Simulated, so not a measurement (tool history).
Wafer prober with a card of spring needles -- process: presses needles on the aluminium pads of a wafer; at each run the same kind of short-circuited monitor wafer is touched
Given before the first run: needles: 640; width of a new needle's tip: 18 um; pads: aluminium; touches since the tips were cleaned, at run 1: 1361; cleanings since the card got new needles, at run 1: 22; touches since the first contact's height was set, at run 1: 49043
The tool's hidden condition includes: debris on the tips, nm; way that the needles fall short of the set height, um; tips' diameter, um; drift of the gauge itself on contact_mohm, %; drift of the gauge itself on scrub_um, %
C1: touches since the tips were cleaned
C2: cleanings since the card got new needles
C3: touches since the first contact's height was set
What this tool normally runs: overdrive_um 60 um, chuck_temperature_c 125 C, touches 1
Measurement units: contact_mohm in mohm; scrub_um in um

Run 1, day 0.000: usual settings; C1 1361; C2 22; C3 49043. Result: contact_mohm 269 mohm, scrub_um 12.41 um.
At day 0.100: tips cleaned on abrasive film.
At day 0.338: tips cleaned on abrasive film.
At day 0.621: tips cleaned on abrasive film.
Run 2, day 0.746: usual settings; C1 1154; C2 25; C3 55625. Result: contact_mohm 261 mohm, scrub_um 12.44 um.
At day 0.883: tips cleaned on abrasive film.
At day 1.146: tips cleaned on abrasive film.
At day 1.417: tips cleaned on abrasive film.
Run 3, day 1.483: usual settings; C1 593; C2 28; C3 62083. Result: contact_mohm 250 mohm, scrub_um 12.42 um.
At day 1.688: tips cleaned on abrasive film.
At day 1.967: tips cleaned on abrasive film.
Run 4, day 2.079: usual settings; C1 1002; C2 30; C3 67362. Result: contact_mohm 269 mohm, scrub_um 12.24 um.
At day 2.229: tips cleaned on abrasive film.
At day 2.479: tips cleaned on abrasive film.
Run 5, day 2.612: usual settings; C1 1198; C2 32; C3 72046. Result: contact_mohm 266 mohm, scrub_um 12.23 um.
At day 2.754: tips cleaned on abrasive film.
At day 3.004: tips cleaned on abrasive film.
At day 3.279: tips cleaned on abrasive film.
Run 6, day 3.388: usual settings but overdrive_um 63 um; C1 994; C2 35; C3 78893. Result: contact_mohm 256 mohm, scrub_um 12.73 um.
At day 3.558: tips cleaned on abrasive film.
At day 3.842: tips cleaned on abrasive film.
At day 4.088: tips cleaned on abrasive film.
Run 7, day 4.196: usual settings but chuck_temperature_c 79 C; C1 972; C2 38; C3 86004. Result: contact_mohm 253 mohm, scrub_um 12.10 um.
At day 4.362: tips cleaned on abrasive film.
At day 4.608: tips cleaned on abrasive film.
Run 8, day 4.662: usual settings but chuck_temperature_c 79 C; C1 467; C2 40; C3 90102. Result: contact_mohm 231 mohm, scrub_um 11.98 um.
At day 4.871: tips cleaned on abrasive film.
At day 5.142: tips cleaned on abrasive film.
At day 5.400: tips cleaned on abrasive film.
Run 9, day 5.417: usual settings but overdrive_um 64 um; C1 137; C2 43; C3 96732. Result: contact_mohm 229 mohm, scrub_um 12.75 um.
At day 5.675: tips cleaned on abrasive film.
At day 5.967: tips cleaned on abrasive film.
Run 10, day 6.050: usual settings but overdrive_um 43 um; C1 737; C2 45; C3 102335. Result: contact_mohm 318 mohm, scrub_um 8.29 um.
At day 6.212: tips cleaned on abrasive film.
At day 6.475: tips cleaned on abrasive film.
Run 11, day 6.642: usual settings but overdrive_um 43 um; C1 1466; C2 47; C3 107550. Result: contact_mohm 350 mohm, scrub_um 8.19 um.
At day 6.733: tips cleaned on abrasive film.
At day 7.012: tips cleaned on abrasive film.
Run 12, day 7.121: usual settings; C1 980; C2 49; C3 111774. Result: contact_mohm 274 mohm, scrub_um 11.87 um.
At day 7.279: tips cleaned on abrasive film.
Run 13, day 7.500: usual settings but touches 3; C1 1977; C2 50; C3 115130. Result: contact_mohm 252 mohm, scrub_um 11.88 um.
At day 7.542: tips cleaned on abrasive film.
At day 7.804: tips cleaned on abrasive film.
Run 14, day 7.875: usual settings; C1 631; C2 52; C3 118415. Result: contact_mohm 256 mohm, scrub_um 11.96 um.
At day 8.042: tips cleaned on abrasive film.
At day 8.325: tips cleaned on abrasive film.
Run 15, day 8.379: usual settings but overdrive_um 47 um, chuck_temperature_c 42 C; C1 489; C2 54; C3 122870. Result: contact_mohm 267 mohm, scrub_um 9.07 um.
At day 8.617: tips cleaned on abrasive film.
At day 8.850: tips cleaned on abrasive film.
At day 8.862: height of the first contact set anew.
Run 16, day 9.092: usual settings but overdrive_um 56 um, chuck_temperature_c 38 C; C1 2039; C2 56; C3 2039. Result: contact_mohm 282 mohm, scrub_um 12.15 um.
At day 9.138: tips cleaned on abrasive film.
At day 9.417: tips cleaned on abrasive film.
Run 17, day 9.488: usual settings but overdrive_um 56 um, chuck_temperature_c 38 C; C1 645; C2 58; C3 5510. Result: contact_mohm 239 mohm, scrub_um 12.03 um.
At day 9.662: tips cleaned on abrasive film.
At day 9.946: tips cleaned on abrasive film.
At day 10.225: tips cleaned on abrasive film.
Run 18, day 10.312: usual settings but overdrive_um 48 um, chuck_temperature_c 64 C; C1 782; C2 61; C3 12777. Result: contact_mohm 268 mohm, scrub_um 10.27 um.
At day 10.479: tips cleaned on abrasive film.
Run 19, day 10.688: usual settings but chuck_temperature_c 48 C; C1 1840; C2 62; C3 16078. Result: contact_mohm 274 mohm, scrub_um 12.72 um.
At day 10.729: tips cleaned on abrasive film.
At day 11.004: tips cleaned on abrasive film.
At day 11.283: tips cleaned on abrasive film.
Run 20, day 11.450: usual settings but chuck_temperature_c 73 C; C1 1478; C2 65; C3 22808. Result: contact_mohm 269 mohm, scrub_um 12.76 um.
At day 11.571: tips cleaned on abrasive film.
At day 11.842: tips cleaned on abrasive film.
Run 21, day 11.892: usual settings but overdrive_um 47 um, chuck_temperature_c 32 C; C1 414; C2 67; C3 26671. Result: contact_mohm 248 mohm, scrub_um 10.09 um.
At day 12.092: tips cleaned on abrasive film.
At day 12.346: tips cleaned on abrasive film.
Run 22, day 12.350: usual settings but overdrive_um 74 um, chuck_temperature_c 121 C, touches 2; C1 66; C2 69; C3 30729. Result: contact_mohm 215 mohm, scrub_um 15.71 um.
At day 12.588: tips cleaned on abrasive film.
At day 12.862: tips cleaned on abrasive film.
At day 13.133: tips cleaned on abrasive film.
Run 23, day 13.212: usual settings but overdrive_um 54 um; C1 717; C2 72; C3 38329. Result: contact_mohm 271 mohm, scrub_um 11.39 um.
At day 13.392: tips cleaned on abrasive film.
At day 13.675: tips cleaned on abrasive film.
At day 13.912: tips cleaned on abrasive film.
Run 24, day 13.992: usual settings but overdrive_um 54 um; C1 722; C2 75; C3 45192. Result: contact_mohm 265 mohm, scrub_um 11.38 um.
At day 14.146: tips cleaned on abrasive film.
At day 14.396: tips cleaned on abrasive film.
At day 14.650: tips cleaned on abrasive film.
At day 14.892: tips cleaned on abrasive film.
Run 25, day 14.892: usual settings but overdrive_um 54 um; C1 0; C2 79; C3 53102. Result: contact_mohm 233 mohm, scrub_um 11.28 um.
At day 15.138: tips cleaned on abrasive film.
Run 26, day 15.362: usual settings but overdrive_um 45 um, chuck_temperature_c 102 C; C1 2034; C2 80; C3 57288. Result: contact_mohm 348 mohm, scrub_um 9.23 um.
At day 15.425: tips cleaned on abrasive film.
At day 15.692: tips cleaned on abrasive film.
Run 27, day 15.912: usual settings but overdrive_um 69 um, touches 2; C1 1967; C2 82; C3 62116. Result: contact_mohm 254 mohm, scrub_um 14.28 um.
At day 15.975: tips cleaned on abrasive film.
At day 16.242: tips cleaned on abrasive film.
At day 16.504: tips cleaned on abrasive film.
Run 28, day 16.592: usual settings but overdrive_um 58 um, chuck_temperature_c 65 C; C1 769; C2 85; C3 68081. Result: contact_mohm 256 mohm, scrub_um 12.04 um.

4 options for the next run, each taken on its own from the tool as it stands now. Forecast them:
At day 16.762: tips cleaned on abrasive film.
At day 17.038: tips cleaned on abrasive film.
Run A, day 17.238: usual settings but chuck_temperature_c 46 C, touches 3; C1 1805; C2 87; C3 73810. Result: contact_mohm ?, scrub_um ?.
At day 16.762: tips cleaned on abrasive film.
At day 17.038: tips cleaned on abrasive film.
Run B, day 17.238: usual settings but overdrive_um 55 um, chuck_temperature_c 65 C, touches 2; C1 1805; C2 87; C3 73810. Result: contact_mohm ?, scrub_um ?.
At day 16.762: tips cleaned on abrasive film.
At day 17.038: tips cleaned on abrasive film.
Run C, day 17.238: usual settings but overdrive_um 57 um, chuck_temperature_c 65 C; C1 1805; C2 87; C3 73810. Result: contact_mohm ?, scrub_um ?.
At day 16.762: tips cleaned on abrasive film.
At day 17.038: tips cleaned on abrasive film.
Run D, day 17.238: usual settings but overdrive_um 58 um, chuck_temperature_c 65 C, touches 2; C1 1805; C2 87; C3 73810. Result: contact_mohm ?, scrub_um ?.

run  contact_mohm  scrub_um
  A           232     12.25
  B           270     11.15
  C           293     11.64
  D           261     11.92
With no hidden state in the tool, these same runs would have given:
run  contact_mohm  scrub_um
  A           199     12.94
  B           211     11.83
  C           205     12.32
  D           208     12.61
